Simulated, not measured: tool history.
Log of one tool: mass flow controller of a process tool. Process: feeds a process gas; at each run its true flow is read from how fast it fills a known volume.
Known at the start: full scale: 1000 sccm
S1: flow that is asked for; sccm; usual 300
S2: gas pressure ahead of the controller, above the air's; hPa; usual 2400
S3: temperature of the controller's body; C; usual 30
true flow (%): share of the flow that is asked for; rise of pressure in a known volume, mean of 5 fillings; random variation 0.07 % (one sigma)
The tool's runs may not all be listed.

Run 1, hour 0: usual settings. Result: true flow (%) 97.68.
Run 2, hour 229.6: usual settings. Result: true flow (%) 97.71.
Run 3, hour 594.1: usual settings. Result: true flow (%) 97.88.
Run 4, hour 822.3: usual settings. Result: true flow (%) 98.06.
Run 5, hour 1072.6: usual settings but S1 399 sccm. Result: true flow (%) 98.42.
Run 6, hour 1429.7: usual settings but S1 399 sccm. Result: true flow (%) 98.5.
Run 7, hour 1789.6: usual settings but S1 399 sccm. Result: true flow (%) 98.53.
Run 8, hour 1984.7: usual settings but S1 399 sccm. Result: true flow (%) 98.61.
Run 9, hour 2290: usual settings but S1 399 sccm. Result: true flow (%) 98.81.
Run 10, hour 2585.1: usual settings but S1 399 sccm. Result: true flow (%) 98.83.
Run 11, hour 2806.5: usual settings but S1 399 sccm. Result: true flow (%) 98.97.
Run 12, hour 3035.7: usual settings but S1 399 sccm. Result: true flow (%) 99.
Run 13, hour 3226.7: usual settings but S1 379 sccm. Result: true flow (%) 99.03.
Run 14, hour 3568.1: usual settings. Result: true flow (%) 99.
Run 15, hour 3760.1: usual settings. Result: true flow (%) 98.82.
Run 16, hour 4099.1: usual settings. Result: true flow (%) 99.13.
Run 17, hour 4469.5: usual settings. Result: true flow (%) 99.25.

Forecast run 18:
At hour 4592.3: gauge calibrated.
Run 18, hour 4818.1: usual settings. Result: true flow (%) ?.

{"run 18": {"true flow (%)": 97.74}}
Without the tool's hidden state the same run would have given true flow (%) 97.67.
